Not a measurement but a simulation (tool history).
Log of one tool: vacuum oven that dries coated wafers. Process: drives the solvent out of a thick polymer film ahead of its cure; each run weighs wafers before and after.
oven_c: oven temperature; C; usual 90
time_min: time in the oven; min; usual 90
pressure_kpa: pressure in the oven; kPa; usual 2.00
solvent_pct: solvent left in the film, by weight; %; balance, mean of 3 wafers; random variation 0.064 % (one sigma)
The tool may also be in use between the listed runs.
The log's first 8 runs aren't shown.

run	day	oven_c	time_min	pressure_kpa	hours of work since the thermocouples were calibrated	hours of work since the vacuum gauge was cleaned of residue	solvent_pct
9	8.592	85	90	2.00	531	157	6.35
10	9.425	85	90	2.00	545	171	6.41
11	10.354	90	105	2.00	561	187	3.51
12	11.621	79	90	2.00	583	209	9.26
13	12.917	79	90	2.00	606	232	9.17
14	14.021	79	90	2.00	625	251	9.15
15	15.138	90	90	2.00	644	270	4.34
16	16.462	90	90	2.00	667	293	4.48
17	17.408	90	90	5.33	683	309	6.03
18	18.012	90	90	5.33	694	319	6.11
19	19.112	90	155	1.67	713	338	1.85
20	20.100	90	155	1.67	730	355	1.93
21	21.375	90	155	4.62	752	378	3.36
22	22.692	90	155	4.62	774	400	3.50
23	24.150	100	155	4.62	800	425	1.78
24	25.492	90	52	3.54	823	449	8.78
25	26.462	87	143	5.58	840	465	5.26
26	27.758	90	90	3.87	862	488	5.40
27	28.567	82	90	6.89	876	502	10.45
28	29.800	90	54	2.77	897	523	8.26
29	30.625	79	85	5.05	911	537	11.60
30	31.258	79	85	5.05	922	548	11.26

4 ways to go on from here, each from the tool as it stands after run 30. What would each give?
A	32.338	77	85	5.05	941	567	?
B	32.338	95	85	1.95	941	567	?
C	32.338	78	123	7.26	941	567	?
D	32.338	104	63	5.05	941	567	?

run	solvent_pct
A	12.61
B	3.11
C	11.03
D	3.08
Without the tool's hidden state the same runs would have given:
run	solvent_pct
A	11.81
B	2.63
C	10.16
D	2.69
